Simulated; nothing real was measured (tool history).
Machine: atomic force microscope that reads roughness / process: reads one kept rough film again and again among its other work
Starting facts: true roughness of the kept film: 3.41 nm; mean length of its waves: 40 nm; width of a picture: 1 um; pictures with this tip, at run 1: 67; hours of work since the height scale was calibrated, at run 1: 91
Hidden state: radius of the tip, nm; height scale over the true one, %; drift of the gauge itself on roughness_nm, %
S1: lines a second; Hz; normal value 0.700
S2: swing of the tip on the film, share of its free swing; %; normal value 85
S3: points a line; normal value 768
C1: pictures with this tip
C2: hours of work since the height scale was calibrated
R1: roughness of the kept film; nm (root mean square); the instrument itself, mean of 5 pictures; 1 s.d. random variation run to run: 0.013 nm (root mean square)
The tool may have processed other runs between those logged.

run,hour,S1,S2,S3,C1,C2,R1
1,0.0,0.700,85,768,67,91,3.090
2,9.3,0.700,57,768,76,96,3.223
3,18.9,0.700,57,768,85,101,3.232
4,31.0,0.700,85,289,96,107,3.081
5,43.2,0.700,85,289,107,113,3.070
6,55.7,0.700,85,768,119,119,3.088
7,63.4,0.700,64,768,126,123,3.188
8,74.6,0.700,59,768,136,129,3.202
9,80.6,0.700,58,773,142,132,3.238
10,89.7,0.700,58,773,150,137,3.237
11,102.8,0.700,58,773,162,143,3.213
# hour 109.2: new tip fitted
12,116.3,2.371,82,773,6,150,2.804
13,128.9,1.664,74,740,18,156,3.030

Each row is a separate what-if for the run after 13, all from the same tool condition, not one after another. Results?
A,136.5,0.700,85,299,25,160,?
B,136.5,3.043,86,343,25,160,?
C,136.5,1.841,85,623,25,160,?

run,R1
A,3.065
B,2.543
C,2.847
Stripped of hidden state, with their random variation kept, the same runs would have yielded:
run,R1
A,3.066
B,2.544
C,2.848

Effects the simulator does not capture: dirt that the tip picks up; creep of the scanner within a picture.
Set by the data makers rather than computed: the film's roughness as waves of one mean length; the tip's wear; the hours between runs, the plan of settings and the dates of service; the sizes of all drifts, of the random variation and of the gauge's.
